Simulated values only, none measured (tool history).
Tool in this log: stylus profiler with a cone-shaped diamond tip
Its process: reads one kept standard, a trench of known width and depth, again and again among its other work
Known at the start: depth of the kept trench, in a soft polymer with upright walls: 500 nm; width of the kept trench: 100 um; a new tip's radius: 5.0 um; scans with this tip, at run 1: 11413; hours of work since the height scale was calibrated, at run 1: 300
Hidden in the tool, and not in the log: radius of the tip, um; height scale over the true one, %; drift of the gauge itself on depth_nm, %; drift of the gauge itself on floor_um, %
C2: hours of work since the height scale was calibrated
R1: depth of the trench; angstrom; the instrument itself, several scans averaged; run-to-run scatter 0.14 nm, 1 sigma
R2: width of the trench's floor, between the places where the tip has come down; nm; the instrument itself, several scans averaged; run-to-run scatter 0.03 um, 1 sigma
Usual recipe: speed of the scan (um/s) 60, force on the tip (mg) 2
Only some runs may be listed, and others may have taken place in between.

run 1 hour=0 | speed_of_the_scan_(um/s)=60 force_on_the_tip_(mg)=2 | scans_with_this_tip=11413 C2=300 | R1=5032.6 R2=95450
run 2 hour=71 | speed_of_the_scan_(um/s)=212 force_on_the_tip_(mg)=2 | scans_with_this_tip=11682 C2=331 | R1=5036.3 R2=94940
run 3 hour=138.3 | speed_of_the_scan_(um/s)=60 force_on_the_tip_(mg)=2 | scans_with_this_tip=11937 C2=360 | R1=5032.5 R2=95420
run 4 hour=277.4 | speed_of_the_scan_(um/s)=60 force_on_the_tip_(mg)=2 | scans_with_this_tip=12465 C2=421 | R1=5034.7 R2=95490
run 5 hour=408.8 | speed_of_the_scan_(um/s)=60 force_on_the_tip_(mg)=2 | scans_with_this_tip=12964 C2=478 | R1=5032.7 R2=95500
run 6 hour=537.1 | speed_of_the_scan_(um/s)=60 force_on_the_tip_(mg)=2 | scans_with_this_tip=13451 C2=534 | R1=5033.7 R2=95450
run 7 hour=668.6 | speed_of_the_scan_(um/s)=60 force_on_the_tip_(mg)=2 | scans_with_this_tip=13949 C2=592 | R1=5032.9 R2=95430
run 8 hour=798.7 | speed_of_the_scan_(um/s)=60 force_on_the_tip_(mg)=2 | scans_with_this_tip=14443 C2=648 | R1=5032.8 R2=95460
run 9 hour=938.2 | speed_of_the_scan_(um/s)=60 force_on_the_tip_(mg)=2 | scans_with_this_tip=14972 C2=709 | R1=5034.5 R2=95460
run 10 hour=1064.3 | speed_of_the_scan_(um/s)=60 force_on_the_tip_(mg)=2 | scans_with_this_tip=15451 C2=764 | R1=5033.1 R2=95420
run 11 hour=1198.3 | speed_of_the_scan_(um/s)=60 force_on_the_tip_(mg)=0.7 | scans_with_this_tip=15959 C2=823 | R1=5017.8 R2=95280
run 12 hour=1284 | speed_of_the_scan_(um/s)=60 force_on_the_tip_(mg)=0.7 | scans_with_this_tip=16284 C2=860 | R1=5017 R2=95310
run 13 hour=1396.5 | speed_of_the_scan_(um/s)=41 force_on_the_tip_(mg)=0.7 | scans_with_this_tip=16711 C2=909 | R1=5017.8 R2=95430
-- hour=1466.3 height scale calibrated on a step standard
run 14 hour=1485.3 | speed_of_the_scan_(um/s)=41 force_on_the_tip_(mg)=0.7 | scans_with_this_tip=17046 C2=8 | R1=5015.1 R2=95390
run 15 hour=1553.8 | speed_of_the_scan_(um/s)=41 force_on_the_tip_(mg)=0.7 | scans_with_this_tip=17306 C2=38 | R1=5018 R2=95420
run 16 hour=1677.8 | speed_of_the_scan_(um/s)=41 force_on_the_tip_(mg)=2.32 | scans_with_this_tip=17776 C2=92 | R1=5034.8 R2=95530
run 17 hour=1782.5 | speed_of_the_scan_(um/s)=74 force_on_the_tip_(mg)=2.32 | scans_with_this_tip=18174 C2=138 | R1=5036.6 R2=95420
run 18 hour=1902.4 | speed_of_the_scan_(um/s)=60 force_on_the_tip_(mg)=4 | scans_with_this_tip=18629 C2=190 | R1=5051 R2=95490
run 19 hour=2026.4 | speed_of_the_scan_(um/s)=60 force_on_the_tip_(mg)=2 | scans_with_this_tip=19099 C2=244 | R1=5032.8 R2=95440
run 20 hour=2156 | speed_of_the_scan_(um/s)=60 force_on_the_tip_(mg)=2 | scans_with_this_tip=19591 C2=301 | R1=5034.4 R2=95400
run 21 hour=2298.7 | speed_of_the_scan_(um/s)=60 force_on_the_tip_(mg)=1.12 | scans_with_this_tip=20132 C2=363 | R1=5022 R2=95380
run 22 hour=2379.1 | speed_of_the_scan_(um/s)=60 force_on_the_tip_(mg)=1.96 | scans_with_this_tip=20437 C2=398 | R1=5031.9 R2=95430
run 23 hour=2484.7 | speed_of_the_scan_(um/s)=60 force_on_the_tip_(mg)=1.96 | scans_with_this_tip=20838 C2=444 | R1=5032.8 R2=95470
run 24 hour=2546.8 | speed_of_the_scan_(um/s)=60 force_on_the_tip_(mg)=1.96 | scans_with_this_tip=21074 C2=471 | R1=5029.9 R2=95410
run 25 hour=2668.9 | speed_of_the_scan_(um/s)=33 force_on_the_tip_(mg)=0.8 | scans_with_this_tip=21537 C2=525 | R1=5016.9 R2=95430
run 26 hour=2728.1 | speed_of_the_scan_(um/s)=16 force_on_the_tip_(mg)=1.34 | scans_with_this_tip=21762 C2=550 | R1=5025.1 R2=95560
run 27 hour=2806.7 | speed_of_the_scan_(um/s)=27 force_on_the_tip_(mg)=0.98 | scans_with_this_tip=22060 C2=585 | R1=5021.3 R2=95450
run 28 hour=2933.9 | speed_of_the_scan_(um/s)=27 force_on_the_tip_(mg)=0.98 | scans_with_this_tip=22542 C2=640 | R1=5021.3 R2=95520
run 29 hour=3069.9 | speed_of_the_scan_(um/s)=21 force_on_the_tip_(mg)=1.37 | scans_with_this_tip=23058 C2=700 | R1=5027.2 R2=95550
run 30 hour=3188.3 | speed_of_the_scan_(um/s)=21 force_on_the_tip_(mg)=1.5 | scans_with_this_tip=23508 C2=751 | R1=5027.1 R2=95500
run 31 hour=3308.3 | speed_of_the_scan_(um/s)=128 force_on_the_tip_(mg)=2.43 | scans_with_this_tip=23963 C2=804 | R1=5039.3 R2=95200
run 32 hour=3382.4 | speed_of_the_scan_(um/s)=128 force_on_the_tip_(mg)=2.43 | scans_with_this_tip=24244 C2=836 | R1=5035.5 R2=95230
run 33 hour=3456.1 | speed_of_the_scan_(um/s)=60 force_on_the_tip_(mg)=0.95 | scans_with_this_tip=24524 C2=868 | R1=5022.2 R2=95390
run 34 hour=3559.2 | speed_of_the_scan_(um/s)=173 force_on_the_tip_(mg)=0.95 | scans_with_this_tip=24915 C2=913 | R1=5019.7 R2=94820
-- hour=3619.6 height scale calibrated on a step standard
run 35 hour=3619.6 | speed_of_the_scan_(um/s)=19 force_on_the_tip_(mg)=1.94 | scans_with_this_tip=25142 C2=0 | R1=5032.2 R2=95530
-- hour=3673.5 new tip fitted, height scale calibrated
run 36 hour=3697.1 | speed_of_the_scan_(um/s)=19 force_on_the_tip_(mg)=1.94 | scans_with_this_tip=90 C2=10 | R1=5030.1 R2=95550
run 37 hour=3836.3 | speed_of_the_scan_(um/s)=49 force_on_the_tip_(mg)=1.15 | scans_with_this_tip=618 C2=71 | R1=5023.6 R2=95450
run 38 hour=3903.8 | speed_of_the_scan_(um/s)=49 force_on_the_tip_(mg)=1.15 | scans_with_this_tip=874 C2=100 | R1=5025.9 R2=95450
run 39 hour=4034.1 | speed_of_the_scan_(um/s)=16 force_on_the_tip_(mg)=1.33 | scans_with_this_tip=1368 C2=157 | R1=5027.9 R2=95540
run 40 hour=4164.2 | speed_of_the_scan_(um/s)=36 force_on_the_tip_(mg)=5.07 | scans_with_this_tip=1862 C2=214 | R1=5061.3 R2=95550
run 41 hour=4300.1 | speed_of_the_scan_(um/s)=60 force_on_the_tip_(mg)=0.75 | scans_with_this_tip=2377 C2=273 | R1=5017.4 R2=95340
run 42 hour=4414.1 | speed_of_the_scan_(um/s)=23 force_on_the_tip_(mg)=3.39 | scans_with_this_tip=2810 C2=323 | R1=5045.3 R2=95630
run 43 hour=4524.6 | speed_of_the_scan_(um/s)=23 force_on_the_tip_(mg)=3.39 | scans_with_this_tip=3229 C2=371 | R1=5048.3 R2=95520
run 44 hour=4636.4 | speed_of_the_scan_(um/s)=23 force_on_the_tip_(mg)=3.39 | scans_with_this_tip=3653 C2=420 | R1=5047.2 R2=95600
run 45 hour=4771.5 | speed_of_the_scan_(um/s)=93 force_on_the_tip_(mg)=1.14 | scans_with_this_tip=4166 C2=479 | R1=5024.2 R2=95240
run 46 hour=4839.5 | speed_of_the_scan_(um/s)=41 force_on_the_tip_(mg)=1.27 | scans_with_this_tip=4424 C2=509 | R1=5025.5 R2=95490

4 ways to go on from here, each from the tool as it stands after run 46. What would each give?
run A hour=4951 | speed_of_the_scan_(um/s)=37 force_on_the_tip_(mg)=4.19 | scans_with_this_tip=4847 C2=557 | R1=? R2=?
run B hour=4951 | speed_of_the_scan_(um/s)=60 force_on_the_tip_(mg)=1.82 | scans_with_this_tip=4847 C2=557 | R1=? R2=?
run C hour=4951 | speed_of_the_scan_(um/s)=42 force_on_the_tip_(mg)=1.51 | scans_with_this_tip=4847 C2=557 | R1=? R2=?
run D hour=4951 | speed_of_the_scan_(um/s)=16 force_on_the_tip_(mg)=1.27 | scans_with_this_tip=4847 C2=557 | R1=? R2=?

run=A R1=5055 R2=95560
run=B R1=5032.3 R2=95420
run=C R1=5027.5 R2=95500
run=D R1=5024.8 R2=95560
Stripped of hidden state, with their random variation kept, the same runs would have yielded:
run=A R1=5054.9 R2=95560
run=B R1=5032.2 R2=95420
run=C R1=5027.4 R2=95510
run=D R1=5024.7 R2=95570
